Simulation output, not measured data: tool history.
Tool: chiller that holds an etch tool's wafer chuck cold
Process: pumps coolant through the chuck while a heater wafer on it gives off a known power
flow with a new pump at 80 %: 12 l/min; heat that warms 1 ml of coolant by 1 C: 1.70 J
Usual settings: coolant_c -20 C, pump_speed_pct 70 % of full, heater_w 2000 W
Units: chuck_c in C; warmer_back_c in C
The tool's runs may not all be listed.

Run 1, hour 0.0: usual settings. Result: chuck_c 1.9 C, warmer_back_c 6.75 C.
Run 2, hour 95.9: usual settings. Result: chuck_c 1.8 C, warmer_back_c 6.72 C.
Run 3, hour 221.8: usual settings. Result: chuck_c 1.8 C, warmer_back_c 6.74 C.
Run 4, hour 325.9: usual settings but pump_speed_pct 73 % of full. Result: chuck_c 1.2 C, warmer_back_c 6.47 C.
Run 5, hour 518.6: usual settings but pump_speed_pct 95 % of full. Result: chuck_c -1.9 C, warmer_back_c 4.89 C.
Run 6, hour 738.4: usual settings but pump_speed_pct 95 % of full. Result: chuck_c -1.7 C, warmer_back_c 4.92 C.
Run 7, hour 869.5: usual settings but pump_speed_pct 95 % of full. Result: chuck_c -1.9 C, warmer_back_c 4.85 C.
Run 8, hour 974.1: usual settings. Result: chuck_c 1.8 C, warmer_back_c 6.70 C.
Run 9, hour 1073.2: usual settings. Result: chuck_c 1.8 C, warmer_back_c 6.66 C.
Run 10, hour 1281.4: usual settings but pump_speed_pct 74 % of full. Result: chuck_c 1.2 C, warmer_back_c 6.31 C.
Run 11, hour 1460.2: usual settings but heater_w 1026 W. Result: chuck_c -8.7 C, warmer_back_c 3.40 C.
Run 12, hour 1662.8: usual settings but heater_w 1026 W. Result: chuck_c -8.7 C, warmer_back_c 3.39 C.
Run 13, hour 1777.3: usual settings but heater_w 1213 W. Result: chuck_c -6.6 C, warmer_back_c 3.98 C.
Run 14, hour 2000.5: usual settings but heater_w 1213 W. Result: chuck_c -6.7 C, warmer_back_c 4.05 C.
Run 15, hour 2162.5: usual settings but coolant_c -26 C. Result: chuck_c -4.2 C, warmer_back_c 6.59 C.
Run 16, hour 2370.4: usual settings but pump_speed_pct 87 % of full. Result: chuck_c -0.8 C, warmer_back_c 5.18 C.
Run 17, hour 2533.9: usual settings but coolant_c -14 C, pump_speed_pct 94 % of full, heater_w 1587 W. Result: chuck_c 0.5 C, warmer_back_c 3.84 C.
Run 18, hour 2708.8: usual settings but pump_speed_pct 100 % of full, heater_w 1326 W. Result: chuck_c -8.2 C, warmer_back_c 2.97 C.
Run 19, hour 2858.8: usual settings but coolant_c -21 C, pump_speed_pct 74 % of full, heater_w 2698 W. Result: chuck_c 7.7 C, warmer_back_c 8.48 C.
Run 20, hour 3012.8: usual settings but coolant_c -25 C, pump_speed_pct 97 % of full, heater_w 2698 W. Result: chuck_c -0.6 C, warmer_back_c 6.46 C.
Run 21, hour 3166.0: usual settings but coolant_c -25 C, pump_speed_pct 97 % of full, heater_w 2698 W. Result: chuck_c -0.8 C, warmer_back_c 6.35 C.
Run 22, hour 3371.5: usual settings but coolant_c -25 C, pump_speed_pct 97 % of full, heater_w 2698 W. Result: chuck_c -0.6 C, warmer_back_c 6.34 C.
Run 23, hour 3571.2: usual settings but coolant_c -25 C, pump_speed_pct 97 % of full, heater_w 2698 W. Result: chuck_c -0.5 C, warmer_back_c 6.31 C.
Run 24, hour 3705.4: usual settings but coolant_c -25 C, pump_speed_pct 97 % of full, heater_w 2698 W. Result: chuck_c -0.6 C, warmer_back_c 6.32 C.
Run 25, hour 3929.3: usual settings but heater_w 1649 W. Result: chuck_c -2.0 C, warmer_back_c 5.41 C.
Run 26, hour 4135.2: usual settings but pump_speed_pct 68 % of full, heater_w 1124 W. Result: chuck_c -7.6 C, warmer_back_c 3.66 C.
Run 27, hour 4327.2: usual settings but pump_speed_pct 68 % of full, heater_w 1124 W. Result: chuck_c -7.4 C, warmer_back_c 3.66 C.
Run 28, hour 4461.2: usual settings but coolant_c -24 C, heater_w 1317 W. Result: chuck_c -9.7 C, warmer_back_c 4.22 C.
Run 29, hour 4630.7: usual settings but coolant_c -24 C, heater_w 1317 W. Result: chuck_c -9.6 C, warmer_back_c 4.18 C.
Run 30, hour 4834.3: usual settings but coolant_c -24 C, heater_w 1614 W. Result: chuck_c -6.4 C, warmer_back_c 5.16 C.
Run 31, hour 5049.2: usual settings but coolant_c -26 C, pump_speed_pct 86 % of full. Result: chuck_c -6.7 C, warmer_back_c 5.25 C.
Run 32, hour 5262.8: usual settings but coolant_c -26 C, pump_speed_pct 98 % of full. Result: chuck_c -7.9 C, warmer_back_c 4.54 C.

Taken out of this log: 4 entries between the listed runs. Where each belongs, and how the hidden state differs across it:
Between runs 4 and 5: coolant changed, channels flushed (hour 350.3)
  heat passed by the chuck's channels, % of clean ones': 99.8 -> 100; drift of the gauge itself on warmer_back_c, C: -0.02 -> -0.03
  measured less the result without the state, warmer_back_c: -0.01 -> -0.02 C
Between runs 16 and 17: chiller's thermometer calibrated (hour 2484.0)
  flow at a given pump speed, % of a new pump's: 99.9 -> 99.8; drift of the gauge itself on warmer_back_c, C: -0.12 -> -0.13
  measured less the result without the state, warmer_back_c: -0.11 -> -0.13 C
Between runs 24 and 25: coolant pump overhauled (hour 3744.0)
  flow at a given pump speed, % of a new pump's: 99.8 -> 100; drift of the gauge itself on warmer_back_c, C: -0.19 -> -0.2
  measured less the result without the state, warmer_back_c: -0.19 -> -0.20 C
Between runs 31 and 32: chiller's thermometer calibrated (hour 5222.2)
  drift of the gauge itself on warmer_back_c, C: -0.26 -> -0.27
  measured less the result without the state, warmer_back_c: -0.26 -> -0.28 C
